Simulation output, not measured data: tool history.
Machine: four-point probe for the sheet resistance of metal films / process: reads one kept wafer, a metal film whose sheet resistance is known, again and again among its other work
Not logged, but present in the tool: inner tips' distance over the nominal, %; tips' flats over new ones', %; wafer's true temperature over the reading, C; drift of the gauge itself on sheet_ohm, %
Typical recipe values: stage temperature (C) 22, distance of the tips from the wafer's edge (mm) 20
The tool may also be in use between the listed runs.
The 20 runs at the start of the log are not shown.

run    hour  stage temperature (C)  distance of the tips from the wafer's edge (mm)  touches since the probe head was changed  hours of work since the stage's thermometer was calibrated  sheet resistance as the instrument gives it (ohm/square)
 21   498.7                     22                                                4                                     27921                                                          74                                                  0.161638
 22   528.5                     22                                               24                                     29055                                                          93                                                  0.156681
 23   556.8                     18                                               20                                     30128                                                         112                                                  0.156314
 24   585.6                     22                                                4                                     31223                                                         131                                                  0.161738
        609  -- stage's thermometer calibrated, once more
 25   621.5                     22                                                8                                     32571                                                           8                                                  0.157585
 26   658.3                     22                                                5                                     33967                                                          32                                                  0.159584
 27   680.5                     25                                               69                                     34813                                                          47                                                  0.156709
 28   716.8                     25                                                8                                     36191                                                          71                                                  0.158052
 29   737.2                     25                                                8                                     36966                                                          84                                                  0.158016
 30   772.9                     26                                               44                                     38326                                                         108                                                  0.156973
 31     804                     22                                               64                                     39508                                                         128                                                    0.1564
 32   828.2                     26                                                5                                     40428                                                         144                                                  0.160237
 33   844.2                     21                                               14                                     41034                                                         155                                                  0.156645
 34   874.5                     22                                               54                                     42188                                                         175                                                  0.156466
 35     893                     35                                               60                                     42891                                                         187                                                  0.158155
 36   924.4                     22                                               50                                     44082                                                         207                                                   0.15648
 37   946.5                     18                                               30                                     44925                                                         222                                                  0.156009
 38   970.1                     31                                                3                                     45821                                                         237                                                  0.166546
 39   996.5                     31                                                3                                     46825                                                         255                                                  0.166525
 40  1017.8                     29                                               35                                     47633                                                         269                                                   0.15747
 41  1039.2                     22                                               35                                     48448                                                         283                                                  0.156567
 42  1072.1                     33                                               24                                     49696                                                         304                                                  0.158096
 43  1101.7                     22                                                8                                     50823                                                         324                                                   0.15783
 44  1117.5                     22                                                8                                     51425                                                         334                                                  0.157897

Below are 3 alternative next runs, each starting from the tool's condition after run 44. Predict each:
  A  1150.7                     22                                               20                                     52685                                                         356                                                         ?
  B  1150.7                     26                                               26                                     52685                                                         356                                                         ?
  C  1150.7                     29                                               54                                     52685                                                         356                                                         ?

run  sheet resistance as the instrument gives it (ohm/square)
  A                                                  0.156794
  B                                                  0.157206
  C                                                  0.157578
The same runs, with their run-to-run variation unchanged, on a tool lacking any hidden condition would have given:
run  sheet resistance as the instrument gives it (ohm/square)
  A                                                  0.155785
  B                                                  0.156195
  C                                                  0.156566
